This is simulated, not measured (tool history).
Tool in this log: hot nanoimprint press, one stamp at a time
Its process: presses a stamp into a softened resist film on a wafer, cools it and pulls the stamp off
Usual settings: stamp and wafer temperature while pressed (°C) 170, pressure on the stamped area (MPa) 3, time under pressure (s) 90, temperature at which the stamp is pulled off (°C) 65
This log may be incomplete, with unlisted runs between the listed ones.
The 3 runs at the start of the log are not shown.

run    day  stamp and wafer temperature while pressed (°C)  pressure on the stamped area (MPa)  time under pressure (s)  temperature at which the stamp is pulled off (°C)  hours of work since the thermocouple was calibrated  imprints on the stamp's release coat  hours of work since the press's seals were changed  resist left under the stamp's widest pad (nm)  greatest force while the stamp is pulled off (N)
  4  1.100                                             170                                   3                       90                                                 65                                                   81                                   999                                                  95                                          130.3                                               137
  5  1.575                                             170                                   3                       90                                                 65                                                   87                                  1025                                                 102                                          129.1                                               133
  6  2.042                                             170                                   3                       90                                                 65                                                   94                                  1050                                                 108                                          129.0                                               137
  7  2.508                                             170                                   3                       90                                                 62                                                  101                                  1075                                                 115                                          128.4                                               145
  8  2.896                                             170                                   3                       90                                                 62                                                  106                                  1096                                                 120                                          129.0                                               147
  9  3.379                                             170                                   3                       90                                                 62                                                  113                                  1121                                                 127                                          129.1                                               149
 10  4.017                                             170                                   3                       90                                                 65                                                  122                                  1156                                                 136                                          128.4                                               135
 11  4.346                                             170                                   3                       90                                                 54                                                  126                                  1173                                                 140                                          127.6                                               172
 12  4.704                                             170                                   3                       90                                                 65                                                  131                                  1192                                                 145                                          128.3                                               136
 13  5.108                                             170                                   3                       90                                                 65                                                  137                                  1214                                                 151                                          128.1                                               134
 14  5.483                                             170                                   3                       90                                                 65                                                  142                                  1234                                                 156                                          126.9                                               138
 15  6.029                                             170                                   3                      135                                                 65                                                  150                                  1263                                                 164                                          110.8                                               137
 16  6.433                                             170                                   3                      135                                                 65                                                  155                                  1285                                                 170                                          109.3                                               137

Run 17, settings as shown, results not yet in. Your forecast:
 17  6.758                                             170                                   3                       90                                                 70                                                  160                                  1302                                                 174                                              ?                                                 ?

Run 17 came out at resist left under the stamp's widest pad (nm) 127.1, greatest force while the stamp is pulled off (N) 121.
Minus the tool's unlogged condition, the same run would have read resist left under the stamp's widest pad (nm) 129.7, greatest force while the stamp is pulled off (N) 120.

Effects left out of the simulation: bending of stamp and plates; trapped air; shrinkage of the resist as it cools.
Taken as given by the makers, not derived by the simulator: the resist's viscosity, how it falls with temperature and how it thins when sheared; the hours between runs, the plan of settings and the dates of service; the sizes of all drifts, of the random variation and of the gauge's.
